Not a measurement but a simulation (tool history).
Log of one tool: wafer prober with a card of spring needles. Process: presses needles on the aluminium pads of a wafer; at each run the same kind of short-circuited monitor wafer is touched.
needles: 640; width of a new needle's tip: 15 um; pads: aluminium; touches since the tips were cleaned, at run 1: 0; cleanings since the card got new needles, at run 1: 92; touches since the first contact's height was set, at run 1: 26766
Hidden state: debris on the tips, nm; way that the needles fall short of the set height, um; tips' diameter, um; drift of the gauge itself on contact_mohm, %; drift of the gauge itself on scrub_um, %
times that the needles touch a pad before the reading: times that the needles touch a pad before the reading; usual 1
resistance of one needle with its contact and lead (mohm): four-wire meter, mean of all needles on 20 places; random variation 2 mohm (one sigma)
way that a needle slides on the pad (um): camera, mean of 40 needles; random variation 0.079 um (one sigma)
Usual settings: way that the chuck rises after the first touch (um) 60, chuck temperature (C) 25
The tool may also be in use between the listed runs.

run     day  way that the chuck rises after the first touch (um)  chuck temperature (C)  times that the needles touch a pad before the reading  touches since the tips were cleaned  cleanings since the card got new needles  touches since the first contact's height was set  resistance of one needle with its contact and lead (mohm)  way that a needle slides on the pad (um)
  1   0.000                                                   60                     25                                                      1                                    0                                        92                                             26766                                                        217                                     10.11
      0.350  -- tips cleaned on abrasive film
      0.788  -- tips cleaned on abrasive film
  2   0.904                                                   41                     25                                                      1                                 1366                                        94                                             37124                                                        251                                      6.78
      1.167  -- tips cleaned on abrasive film
      1.604  -- tips cleaned on abrasive film
      2.038  -- tips cleaned on abrasive film
  3   2.150                                                   60                     25                                                      1                                 1298                                        97                                             51341                                                        231                                      9.97
      2.412  -- tips cleaned on abrasive film
      2.846  -- tips cleaned on abrasive film
      3.267  -- tips cleaned on abrasive film
  4   3.442                                                   60                     25                                                      2                                 2034                                       100                                             66129                                                        227                                      9.89
      3.617  -- tips cleaned on abrasive film
      4.038  -- tips cleaned on abrasive film
  5   4.275                                                   60                     25                                                      2                                 2736                                       102                                             75666                                                        232                                     10.06
      4.446  -- tips cleaned on abrasive film
      4.883  -- tips cleaned on abrasive film
      5.308  -- tips cleaned on abrasive film
  6   5.550                                                   60                     25                                                      2                                 2808                                       105                                             90273                                                        235                                      9.90
      5.729  -- tips cleaned on abrasive film
      6.162  -- tips cleaned on abrasive film
      6.596  -- tips cleaned on abrasive film
  7   6.708                                                   60                     25                                                      1                                 1314                                       108                                            103487                                                        231                                      9.74
      6.879  -- tips cleaned on abrasive film, once more
      7.317  -- tips cleaned on abrasive film
      7.667  -- tips cleaned on abrasive film
      8.100  -- tips cleaned on abrasive film
  8   8.425                                                   60                     25                                                      1                                 3788                                       112                                            123150                                                        246                                      9.74
      8.517  -- tips cleaned on abrasive film
      8.938  -- tips cleaned on abrasive film
      9.371  -- tips cleaned on abrasive film
      9.804  -- tips cleaned on abrasive film
  9  10.050                                                   60                     25                                                      1                                 2820                                       116                                            141711                                                        243                                      9.75
     10.229  -- tips cleaned on abrasive film
     10.638  -- tips cleaned on abrasive film
     11.058  -- tips cleaned on abrasive film
     11.488  -- tips cleaned on abrasive film
 10  11.542                                                   55                     25                                                      1                                  653                                       120                                            158768                                                        232                                      8.85
     11.892  -- tips cleaned on abrasive film
     12.329  -- tips cleaned on abrasive film
 11  12.329                                                   55                     25                                                      1                                    0                                       122                                            167742                                                        227                                      8.84
     12.758  -- tips cleaned on abrasive film
     13.196  -- tips cleaned on abrasive film
     13.633  -- tips cleaned on abrasive film
 12  13.750                                                   55                     25                                                      1                                 1356                                       125                                            184011                                                        235                                      8.86
     14.012  -- tips cleaned on abrasive film
     14.429  -- tips cleaned on abrasive film
     14.867  -- tips cleaned on abrasive film
     15.304  -- tips cleaned on abrasive film
 13  15.554                                                   60                     25                                                      1                                 2889                                       129                                            204654                                                        245                                      9.51
     15.729  -- tips cleaned on abrasive film
     15.996  -- height of the first contact set anew
     16.175  -- tips cleaned on abrasive film
     16.604  -- tips cleaned on abrasive film
     17.042  -- tips cleaned on abrasive film
 14  17.121                                                   60                     25                                                      1                                  910                                       133                                             12836                                                        230                                     10.14
     17.471  -- tips cleaned on abrasive film
     17.904  -- tips cleaned on abrasive film
     18.325  -- tips cleaned on abrasive film
 15  18.558                                                   46                     86                                                      2                                 2672                                       136                                             29299                                                        257                                      7.81
     18.733  -- tips cleaned on abrasive film
     19.162  -- tips cleaned on abrasive film
     19.596  -- tips cleaned on abrasive film
 16  19.596                                                   46                     86                                                      2                                    0                                       139                                             41129                                                        248                                      7.61
     20.029  -- tips cleaned on abrasive film
     20.379  -- tips cleaned on abrasive film
 17  20.558                                                   46                     86                                                      2                                 2023                                       141                                             52143                                                        257                                      7.61
     20.796  -- tips cleaned on abrasive film
     21.229  -- tips cleaned on abrasive film
     21.662  -- tips cleaned on abrasive film
     22.088  -- tips cleaned on abrasive film
 18  22.088                                                   46                     86                                                      2                                    0                                       145                                             69657                                                        241                                      7.58
     22.508  -- tips cleaned on abrasive film
     22.925  -- tips cleaned on abrasive film
     23.358  -- tips cleaned on abrasive film
     23.779  -- tips cleaned on abrasive film
 19  23.875                                                   64                     86                                                      2                                 1101                                       149                                             90108                                                        242                                     10.77
     24.217  -- tips cleaned on abrasive film
     24.654  -- tips cleaned on abrasive film
 20  24.771                                                   45                     48                                                      2                                 1352                                       151                                            100340                                                        251                                      7.49
     25.033  -- tips cleaned on abrasive film
     25.383  -- tips cleaned on abrasive film
     25.821  -- tips cleaned on abrasive film
 21  25.838                                                   60                     39                                                      1                                  202                                       154                                            112530                                                        228                                      9.89
     26.188  -- tips cleaned on abrasive film
     26.625  -- tips cleaned on abrasive film
     27.050  -- tips cleaned on abrasive film
 22  27.338                                                   67                     25                                                      2                                 3320                                       157                                            129700                                                        234                                     11.05
     27.417  -- tips cleaned on abrasive film
     27.842  -- tips cleaned on abrasive film
     28.279  -- tips cleaned on abrasive film
 23  28.283                                                   49                    116                                                      2                                   54                                       160                                            140498                                                        255                                      7.81
     28.633  -- tips cleaned on abrasive film
     29.071  -- tips cleaned on abrasive film
     29.421  -- tips cleaned on abrasive film
     29.829  -- tips cleaned on abrasive film
 24  29.829                                                   49                     50                                                      2                                    0                                       164                                            158178                                                        233                                      7.87
     30.267  -- tips cleaned on abrasive film
     30.704  -- tips cleaned on abrasive film
 25  30.783                                                   64                    111                                                      3                                  937                                       166                                            169104                                                        242                                     10.34
     31.133  -- tips cleaned on abrasive film
     31.567  -- tips cleaned on abrasive film
 26  31.875                                                   64                    111                                                      3                                 3525                                       168                                            181579                                                        249                                     10.36

5 ways to go on from here, each from the tool as it stands after run 26. What would each give?
     31.962  -- tips cleaned on abrasive film
     32.392  -- tips cleaned on abrasive film
     32.821  -- tips cleaned on abrasive film
  A  33.129                                                   49                     25                                                      1                                 3544                                       171                                            195930                                                          ?                                         ?
     31.962  -- tips cleaned on abrasive film
     32.392  -- tips cleaned on abrasive film
     32.821  -- tips cleaned on abrasive film
  B  33.129                                                   64                     45                                                      1                                 3544                                       171                                            195930                                                          ?                                         ?
     31.962  -- tips cleaned on abrasive film
     32.392  -- tips cleaned on abrasive film
     32.821  -- tips cleaned on abrasive film
  C  33.129                                                   51                     48                                                      2                                 3544                                       171                                            195930                                                          ?                                         ?
     31.962  -- tips cleaned on abrasive film
     32.392  -- tips cleaned on abrasive film
     32.821  -- tips cleaned on abrasive film
  D  33.129                                                   67                     58                                                      2                                 3544                                       171                                            195930                                                          ?                                         ?
     31.962  -- tips cleaned on abrasive film
     32.392  -- tips cleaned on abrasive film
     32.821  -- tips cleaned on abrasive film
  E  33.129                                                   64                    111                                                      2                                 3544                                       171                                            195930                                                          ?                                         ?

run  resistance of one needle with its contact and lead (mohm)  way that a needle slides on the pad (um)
  A                                                        270                                      7.79
  B                                                        256                                     10.20
  C                                                        256                                      8.09
  D                                                        241                                     10.89
  E                                                        257                                     10.30
Without the tool's hidden state the same runs would have given:
run  resistance of one needle with its contact and lead (mohm)  way that a needle slides on the pad (um)
  A                                                        217                                      8.30
  B                                                        223                                     10.71
  C                                                        224                                      8.60
  D                                                        222                                     11.40
  E                                                        237                                     10.80
